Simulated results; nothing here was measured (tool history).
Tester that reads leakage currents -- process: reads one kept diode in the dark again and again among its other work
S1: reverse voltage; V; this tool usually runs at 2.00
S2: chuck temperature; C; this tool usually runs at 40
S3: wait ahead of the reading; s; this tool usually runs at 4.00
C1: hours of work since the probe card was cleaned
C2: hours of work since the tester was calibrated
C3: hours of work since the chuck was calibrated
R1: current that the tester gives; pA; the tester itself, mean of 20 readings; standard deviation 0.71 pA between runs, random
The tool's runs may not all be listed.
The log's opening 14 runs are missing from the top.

{"run": 15, "hour": 1080.8, "S1": 2.0, "S2": 40, "S3": 3.8, "C1": 897, "C2": 815, "C3": 322, "R1": 243.94}
{"run": 16, "hour": 1165.4, "S1": 2.0, "S2": 40, "S3": 3.8, "C1": 948, "C2": 867, "C3": 373, "R1": 243.54}
{"run": 17, "hour": 1249.2, "S1": 2.0, "S2": 40, "S3": 3.8, "C1": 999, "C2": 917, "C3": 424, "R1": 245.07}
{"run": 18, "hour": 1318.5, "S1": 1.52, "S2": 40, "S3": 3.8, "C1": 1041, "C2": 959, "C3": 466, "R1": 222.02}
{"run": 19, "hour": 1385.5, "S1": 1.52, "S2": 40, "S3": 3.8, "C1": 1081, "C2": 1000, "C3": 506, "R1": 222.97}
{"run": 20, "hour": 1469.8, "S1": 2.0, "S2": 27, "S3": 4.0, "C1": 1132, "C2": 1051, "C3": 557, "R1": 90.07}
{"run": 21, "hour": 1541.6, "S1": 2.0, "S2": 27, "S3": 4.0, "C1": 1175, "C2": 1094, "C3": 600, "R1": 90.04}
{"hour": 1596.7, "done": "probe card cleaned and baked"}
{"run": 22, "hour": 1605.7, "S1": 15.53, "S2": 56, "S3": 1.99, "C1": 5, "C2": 1131, "C3": 637, "R1": 1725.83}
{"run": 23, "hour": 1647.2, "S1": 4.66, "S2": 40, "S3": 4.0, "C1": 31, "C2": 1156, "C3": 662, "R1": 344.97}
{"run": 24, "hour": 1687.9, "S1": 6.64, "S2": 40, "S3": 4.0, "C1": 55, "C2": 1181, "C3": 687, "R1": 395.58}
{"run": 25, "hour": 1737.3, "S1": 3.5, "S2": 57, "S3": 0.73, "C1": 85, "C2": 1210, "C3": 717, "R1": 1058.06}
{"run": 26, "hour": 1808.5, "S1": 3.5, "S2": 57, "S3": 0.73, "C1": 128, "C2": 1253, "C3": 760, "R1": 1058.81}
{"run": 27, "hour": 1904.5, "S1": 18.28, "S2": 40, "S3": 0.33, "C1": 186, "C2": 1311, "C3": 818, "R1": 605.01}
{"run": 28, "hour": 1989.9, "S1": 2.0, "S2": 21, "S3": 9.27, "C1": 238, "C2": 1363, "C3": 870, "R1": 55.47}
{"run": 29, "hour": 2090.7, "S1": 2.0, "S2": 56, "S3": 9.27, "C1": 299, "C2": 1424, "C3": 930, "R1": 806.14}
{"run": 30, "hour": 2181.7, "S1": 3.52, "S2": 24, "S3": 9.27, "C1": 354, "C2": 1479, "C3": 985, "R1": 89.6}
{"run": 31, "hour": 2232.2, "S1": 3.52, "S2": 24, "S3": 9.27, "C1": 384, "C2": 1509, "C3": 1016, "R1": 90.47}
{"run": 32, "hour": 2290.9, "S1": 3.52, "S2": 24, "S3": 9.27, "C1": 420, "C2": 1545, "C3": 1051, "R1": 90.18}
{"run": 33, "hour": 2341.0, "S1": 3.52, "S2": 24, "S3": 9.27, "C1": 450, "C2": 1575, "C3": 1082, "R1": 91.0}
{"run": 34, "hour": 2430.0, "S1": 5.24, "S2": 34, "S3": 4.17, "C1": 504, "C2": 1629, "C3": 1136, "R1": 239.63}
{"run": 35, "hour": 2502.1, "S1": 2.0, "S2": 55, "S3": 4.0, "C1": 547, "C2": 1673, "C3": 1179, "R1": 773.88}
{"run": 36, "hour": 2557.3, "S1": 2.0, "S2": 23, "S3": 4.0, "C1": 581, "C2": 1706, "C3": 1212, "R1": 68.42}
{"run": 37, "hour": 2631.4, "S1": 2.0, "S2": 23, "S3": 5.5, "C1": 625, "C2": 1751, "C3": 1257, "R1": 68.61}
{"run": 38, "hour": 2672.2, "S1": 2.0, "S2": 59, "S3": 5.5, "C1": 650, "C2": 1775, "C3": 1282, "R1": 1018.42}
{"hour": 2715.7, "done": "chuck's temperature calibrated"}
{"run": 39, "hour": 2718.8, "S1": 3.34, "S2": 27, "S3": 3.62, "C1": 677, "C2": 1802, "C3": 2, "R1": 105.78}

3 ways to go on from here, each from the tool as it stands after run 39. What would each give?
{"run": "A", "hour": 2779.4, "S1": 2.0, "S2": 39, "S3": 5.72, "C1": 714, "C2": 1839, "C3": 39, "R1": "?"}
{"run": "B", "hour": 2779.4, "S1": 6.85, "S2": 27, "S3": 1.56, "C1": 714, "C2": 1839, "C3": 39, "R1": "?"}
{"run": "C", "hour": 2779.4, "S1": 7.6, "S2": 40, "S3": 4.0, "C1": 714, "C2": 1839, "C3": 39, "R1": "?"}

run=A R1=223.02
run=B R1=140.65
run=C R1=403.68
Without the tool's unlogged condition, the same runs would have read:
run=A R1=219.24
run=B R1=135.04
run=C R1=394.60
